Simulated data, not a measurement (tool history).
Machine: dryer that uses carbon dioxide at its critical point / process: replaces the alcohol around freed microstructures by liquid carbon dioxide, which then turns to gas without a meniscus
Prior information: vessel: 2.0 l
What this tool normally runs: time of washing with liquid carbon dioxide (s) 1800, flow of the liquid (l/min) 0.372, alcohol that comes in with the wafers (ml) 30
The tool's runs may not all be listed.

run	hour	time of washing with liquid carbon dioxide (s)	flow of the liquid (l/min)	alcohol that comes in with the wafers (ml)	alcohol left in the vessel before it's heated (ppm by volume)
1	0.0	1800	0.372	30	123
2	7.9	1800	0.372	30	129
3	20.4	1800	0.372	30	124
4	26.0	1200	0.372	30	574
5	32.1	1200	0.372	30	550
6	43.5	1200	0.372	30	574
7	50.5	1800	0.229	30	700
8	61.6	1800	0.464	30	68
9	70.2	1800	0.464	30	64
10	78.4	1800	0.464	30	64
11	86.2	1800	0.464	30	70
12	93.9	1800	0.464	30	62
13	104.0	1800	0.356	30	156
14	112.5	1260	0.372	30	508
15	120.6	1260	0.372	30	498
16	131.3	1260	0.372	30	518
17	137.1	1680	0.323	30	305
18	147.8	1500	0.372	21	207
19	160.8	1740	0.372	49	250
20	167.7	1800	0.504	97	109
21	180.0	1800	0.372	34	159
22	187.7	2760	0.626	34	51
23	195.2	2760	0.281	52	118
24	201.0	2040	0.328	28	147
25	207.7	2340	0.262	30	193
26	214.9	1140	0.545	114	663
27	227.2	2760	0.271	120	274
28	240.4	1080	0.240	24	1795
29	251.8	1080	0.240	24	1771

Predict each of these 3 candidate next runs independently; none follows another, all start after run 29:
A	257.3	2400	0.267	99	?
B	257.3	1440	0.320	55	?
C	257.3	1080	0.240	77	?

run	alcohol left in the vessel before it's heated (ppm by volume)
A	487
B	967
C	5820
Stripped of hidden state, with their random variation kept, the same runs would have yielded:
run	alcohol left in the vessel before it's heated (ppm by volume)
A	401
B	858
C	5533

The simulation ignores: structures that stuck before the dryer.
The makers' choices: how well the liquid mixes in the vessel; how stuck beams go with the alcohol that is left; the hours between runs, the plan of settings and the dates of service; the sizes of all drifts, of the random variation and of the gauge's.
